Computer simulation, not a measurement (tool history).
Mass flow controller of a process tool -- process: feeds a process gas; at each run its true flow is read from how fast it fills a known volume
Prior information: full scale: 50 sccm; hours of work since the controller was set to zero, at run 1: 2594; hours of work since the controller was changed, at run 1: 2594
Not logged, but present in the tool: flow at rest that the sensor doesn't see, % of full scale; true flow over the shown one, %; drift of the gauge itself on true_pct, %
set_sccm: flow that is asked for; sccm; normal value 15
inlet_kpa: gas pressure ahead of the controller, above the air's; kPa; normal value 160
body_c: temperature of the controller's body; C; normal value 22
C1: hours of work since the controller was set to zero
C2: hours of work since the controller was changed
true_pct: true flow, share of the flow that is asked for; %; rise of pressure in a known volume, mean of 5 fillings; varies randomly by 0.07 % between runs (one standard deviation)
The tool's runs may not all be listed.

{"run": 1, "hour": 0.0, "set_sccm": 15, "inlet_kpa": 160, "body_c": 22, "C1": 2594, "C2": 2594, "true_pct": 99.37}
{"run": 2, "hour": 267.4, "set_sccm": 15, "inlet_kpa": 160, "body_c": 22, "C1": 2712, "C2": 2712, "true_pct": 99.21}
{"run": 3, "hour": 446.7, "set_sccm": 15, "inlet_kpa": 160, "body_c": 22, "C1": 2791, "C2": 2791, "true_pct": 99.33}
{"run": 4, "hour": 678.8, "set_sccm": 15, "inlet_kpa": 160, "body_c": 22, "C1": 2893, "C2": 2893, "true_pct": 99.45}
{"run": 5, "hour": 1051.0, "set_sccm": 15, "inlet_kpa": 160, "body_c": 22, "C1": 3057, "C2": 3057, "true_pct": 99.31}
{"hour": 1090.8, "done": "controller's zero set anew"}
{"run": 6, "hour": 1482.1, "set_sccm": 15, "inlet_kpa": 160, "body_c": 22, "C1": 173, "C2": 3247, "true_pct": 99.58}
{"run": 7, "hour": 1827.1, "set_sccm": 47, "inlet_kpa": 160, "body_c": 22, "C1": 325, "C2": 3399, "true_pct": 100.58}
{"run": 8, "hour": 2054.7, "set_sccm": 7, "inlet_kpa": 249, "body_c": 22, "C1": 425, "C2": 3500, "true_pct": 100.14}
{"hour": 2364.3, "done": "controller's zero set anew, once more"}
{"run": 9, "hour": 2379.4, "set_sccm": 27, "inlet_kpa": 195, "body_c": 20, "C1": 7, "C2": 3643, "true_pct": 99.07}

Estimate the outcome of run 10 from the log above:
{"run": 10, "hour": 2778.3, "set_sccm": 27, "inlet_kpa": 195, "body_c": 20, "C1": 183, "C2": 3819, "true_pct": "?"}

true_pct: 99.03 %
On a tool with no hidden condition, and with the same random variation, this run would have come out at true_pct 98.36 %.
